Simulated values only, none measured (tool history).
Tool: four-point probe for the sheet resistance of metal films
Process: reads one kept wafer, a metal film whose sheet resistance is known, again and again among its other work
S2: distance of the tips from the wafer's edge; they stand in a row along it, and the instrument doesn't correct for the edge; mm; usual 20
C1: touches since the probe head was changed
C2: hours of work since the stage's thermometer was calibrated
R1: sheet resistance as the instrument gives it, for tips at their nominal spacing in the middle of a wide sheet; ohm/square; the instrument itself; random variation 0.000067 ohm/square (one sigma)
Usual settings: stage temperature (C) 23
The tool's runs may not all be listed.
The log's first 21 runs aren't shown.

run 22 hour=1303.6 | stage_temperature_(C)=32 S2=29 | C1=63864 C2=332 | R1=0.333488
run 23 hour=1345.1 | stage_temperature_(C)=27 S2=21 | C1=65491 C2=360 | R1=0.333322
run 24 hour=1400.7 | stage_temperature_(C)=27 S2=5 | C1=67672 C2=398 | R1=0.33506
run 25 hour=1457.5 | stage_temperature_(C)=27 S2=5 | C1=69898 C2=437 | R1=0.335042
run 26 hour=1522.6 | stage_temperature_(C)=25 S2=11 | C1=72452 C2=481 | R1=0.333493
run 27 hour=1603 | stage_temperature_(C)=25 S2=11 | C1=75609 C2=536 | R1=0.333463
run 28 hour=1686 | stage_temperature_(C)=27 S2=20 | C1=78863 C2=592 | R1=0.333246
run 29 hour=1745.2 | stage_temperature_(C)=29 S2=4 | C1=81185 C2=632 | R1=0.335801
run 30 hour=1809.6 | stage_temperature_(C)=18 S2=4 | C1=83712 C2=676 | R1=0.335483
run 31 hour=1852.8 | stage_temperature_(C)=31 S2=19 | C1=85407 C2=705 | R1=0.333087
run 32 hour=1922.8 | stage_temperature_(C)=31 S2=19 | C1=88153 C2=753 | R1=0.333041
run 33 hour=2002.4 | stage_temperature_(C)=29 S2=12 | C1=91274 C2=807 | R1=0.333222
run 34 hour=2047.9 | stage_temperature_(C)=29 S2=12 | C1=93059 C2=838 | R1=0.33309

5 ways to go on from here, each from the tool as it stands after run 34. What would each give?
run A hour=2110.6 | stage_temperature_(C)=21 S2=7 | C1=95520 C2=880 | R1=?
run B hour=2110.6 | stage_temperature_(C)=23 S2=56 | C1=95520 C2=880 | R1=?
run C hour=2110.6 | stage_temperature_(C)=29 S2=51 | C1=95520 C2=880 | R1=?
run D hour=2110.6 | stage_temperature_(C)=33 S2=6 | C1=95520 C2=880 | R1=?
run E hour=2110.6 | stage_temperature_(C)=29 S2=10 | C1=95520 C2=880 | R1=?

run=A R1=0.333512
run=B R1=0.332764
run=C R1=0.33266
run=D R1=0.334096
run=E R1=0.333289
Without the tool's hidden state the same runs would have given:
run=A R1=0.335971
run=B R1=0.335218
run=C R1=0.335114
run=D R1=0.33656
run=E R1=0.335747

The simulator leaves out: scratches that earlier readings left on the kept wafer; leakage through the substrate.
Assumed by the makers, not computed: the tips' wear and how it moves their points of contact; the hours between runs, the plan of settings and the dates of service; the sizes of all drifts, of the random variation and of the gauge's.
